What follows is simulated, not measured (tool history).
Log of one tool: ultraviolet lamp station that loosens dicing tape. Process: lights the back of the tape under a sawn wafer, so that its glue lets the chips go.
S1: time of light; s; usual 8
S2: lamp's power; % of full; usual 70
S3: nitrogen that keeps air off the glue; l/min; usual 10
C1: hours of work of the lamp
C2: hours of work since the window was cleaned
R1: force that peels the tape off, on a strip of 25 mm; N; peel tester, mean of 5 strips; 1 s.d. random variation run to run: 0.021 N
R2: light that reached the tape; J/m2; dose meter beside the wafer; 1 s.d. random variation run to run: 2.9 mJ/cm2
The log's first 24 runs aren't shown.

{"run": 25, "day": 18.783, "S1": 4, "S2": 80, "S3": 10, "C1": 529, "C2": 30, "R1": 2.898, "R2": 2010}
{"run": 26, "day": 19.704, "S1": 4, "S2": 73, "S3": 10, "C1": 539, "C2": 40, "R1": 3.229, "R2": 1810}
{"run": 27, "day": 20.446, "S1": 4, "S2": 76, "S3": 9, "C1": 547, "C2": 48, "R1": 3.23, "R2": 1860}
{"run": 28, "day": 21.546, "S1": 4, "S2": 90, "S3": 4, "C1": 560, "C2": 61, "R1": 3.838, "R2": 2160}
{"run": 29, "day": 22.533, "S1": 7, "S2": 97, "S3": 8, "C1": 571, "C2": 72, "R1": 1.295, "R2": 4070}
{"run": 30, "day": 23.371, "S1": 5, "S2": 70, "S3": 4, "C1": 580, "C2": 81, "R1": 3.826, "R2": 2090}
{"run": 31, "day": 23.9, "S1": 5, "S2": 70, "S3": 4, "C1": 586, "C2": 87, "R1": 4.125, "R2": 2090}
{"run": 32, "day": 24.429, "S1": 5, "S2": 64, "S3": 20, "C1": 592, "C2": 93, "R1": 2.386, "R2": 1860}
{"run": 33, "day": 25.279, "S1": 9, "S2": 64, "S3": 20, "C1": 601, "C2": 102, "R1": 0.958, "R2": 3410}
{"run": 34, "day": 26.25, "S1": 9, "S2": 70, "S3": 7, "C1": 612, "C2": 113, "R1": 1.638, "R2": 3660}
{"run": 35, "day": 27.083, "S1": 9, "S2": 75, "S3": 7, "C1": 621, "C2": 122, "R1": 1.507, "R2": 3910}
{"run": 36, "day": 27.717, "S1": 9, "S2": 75, "S3": 7, "C1": 628, "C2": 129, "R1": 1.5, "R2": 3880}
{"run": 37, "day": 28.75, "S1": 9, "S2": 82, "S3": 10, "C1": 640, "C2": 141, "R1": 1.043, "R2": 4230}
{"run": 38, "day": 29.325, "S1": 8, "S2": 97, "S3": 5, "C1": 646, "C2": 147, "R1": 1.593, "R2": 4430}
{"run": 39, "day": 30.354, "S1": 9, "S2": 80, "S3": 16, "C1": 658, "C2": 159, "R1": 0.783, "R2": 4060}
{"run": 40, "day": 31.246, "S1": 8, "S2": 89, "S3": 18, "C1": 668, "C2": 169, "R1": 0.764, "R2": 4000}
{"run": 41, "day": 31.917, "S1": 8, "S2": 89, "S3": 18, "C1": 675, "C2": 176, "R1": 0.746, "R2": 3930}
{"run": 42, "day": 32.721, "S1": 8, "S2": 89, "S3": 18, "C1": 684, "C2": 185, "R1": 0.761, "R2": 3980}

4 ways to go on from here, each from the tool as it stands after run 42. What would each give?
{"run": "A", "day": 33.738, "S1": 8, "S2": 82, "S3": 18, "C1": 695, "C2": 196, "R1": "?", "R2": "?"}
{"run": "B", "day": 33.738, "S1": 8, "S2": 71, "S3": 10, "C1": 695, "C2": 196, "R1": "?", "R2": "?"}
{"run": "C", "day": 33.738, "S1": 8, "S2": 80, "S3": 10, "C1": 695, "C2": 196, "R1": "?", "R2": "?"}
{"run": "D", "day": 33.738, "S1": 8, "S2": 64, "S3": 10, "C1": 695, "C2": 196, "R1": "?", "R2": "?"}

run=A R1=0.958 R2=3570
run=B R1=1.746 R2=3080
run=C R1=1.423 R2=3490
run=D R1=1.937 R2=2830
With the hidden condition removed and each run's random variation left untouched, the same runs would have given:
run=A R1=0.49 R2=4930
run=B R1=1.017 R2=4260
run=C R1=0.79 R2=4800
run=D R1=1.182 R2=3880

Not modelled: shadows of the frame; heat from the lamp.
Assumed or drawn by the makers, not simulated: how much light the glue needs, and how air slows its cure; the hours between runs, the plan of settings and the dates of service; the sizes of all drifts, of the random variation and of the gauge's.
